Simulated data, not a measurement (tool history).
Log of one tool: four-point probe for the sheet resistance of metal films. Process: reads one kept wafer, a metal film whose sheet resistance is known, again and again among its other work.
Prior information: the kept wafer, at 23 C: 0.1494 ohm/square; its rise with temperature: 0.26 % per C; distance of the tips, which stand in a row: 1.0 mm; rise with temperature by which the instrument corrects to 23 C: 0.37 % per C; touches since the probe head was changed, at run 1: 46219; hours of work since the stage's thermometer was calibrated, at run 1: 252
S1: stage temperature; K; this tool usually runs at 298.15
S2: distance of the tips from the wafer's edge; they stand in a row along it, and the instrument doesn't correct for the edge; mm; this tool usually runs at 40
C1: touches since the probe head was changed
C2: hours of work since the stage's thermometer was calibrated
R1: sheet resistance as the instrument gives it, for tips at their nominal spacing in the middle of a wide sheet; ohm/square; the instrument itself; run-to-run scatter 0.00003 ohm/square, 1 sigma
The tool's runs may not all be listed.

run	day	S1	S2	C1	C2	R1
1	0.000	298.15	40	46219	252	0.148861
2	2.175	298.15	40	47571	281	0.148859
3	3.329	298.15	25	48290	297	0.148922
4	6.025	298.15	20	49968	332	0.148985
5	7.617	298.15	20	50956	354	0.148943
6	9.629	298.15	20	52209	380	0.148882
7	11.983	297.15	40	53672	411	0.148926
8	13.879	298.15	40	54851	437	0.148709
9	15.058	298.15	40	55585	452	0.148630
10	17.062	298.15	40	56834	479	0.148676
11	18.304	298.15	40	57605	495	0.148671
12	19.962	298.15	40	58636	517	0.148667
13	21.846	298.15	40	59809	542	0.148611
14	24.083	298.15	40	61202	572	0.148594
15	25.767	294.15	40	62247	594	0.149194
16	28.458	294.15	40	63923	630	0.149183
17	30.612	294.15	7	65264	659	0.150713
18	32.158	297.15	17	66224	679	0.148900
19	34.504	296.15	56	67684	710	0.148774
20	35.996	294.15	6	68611	730	0.151235
21	38.233	303.15	6	70002	760	0.149789
22	40.800	303.15	6	71600	794	0.149747
23	42.229	295.15	40	72488	813	0.148836
24	44.367	296.15	40	73819	841	0.148567
25	45.562	303.15	29	74562	857	0.147564
26	46.842	298.15	27	75358	874	0.148342
27	49.283	295.15	55	76877	906	0.148751
28	51.388	299.15	25	78186	934	0.148058
29	53.096	301.15	5	79250	957	0.150770

Subtracting, for every run, the result it would have given without the tool's unlogged condition from the measured result gives the following. The same run-to-run variation enters both numbers; the gauge's scatter may not:
Hidden state at play: inner tips' distance over the nominal, %; tips' flats over new ones', %; wafer's true temperature over the reading, C; drift of the gauge itself on sheet_ohm, %.
run	R1
1	-0.000240
2	-0.000268
3	-0.000284
4	-0.000319
5	-0.000338
6	-0.000364
7	-0.000395
8	-0.000418
9	-0.000432
10	-0.000457
11	-0.000474
12	-0.000496
13	-0.000519
14	-0.000546
15	-0.000571
16	-0.000605
17	-0.000639
18	-0.000650
19	-0.000680
20	-0.000710
21	-0.000731
22	-0.000765
23	-0.000781
24	-0.000808
25	-0.000816
26	-0.000836
27	-0.000873
28	-0.000894
29	-0.000932

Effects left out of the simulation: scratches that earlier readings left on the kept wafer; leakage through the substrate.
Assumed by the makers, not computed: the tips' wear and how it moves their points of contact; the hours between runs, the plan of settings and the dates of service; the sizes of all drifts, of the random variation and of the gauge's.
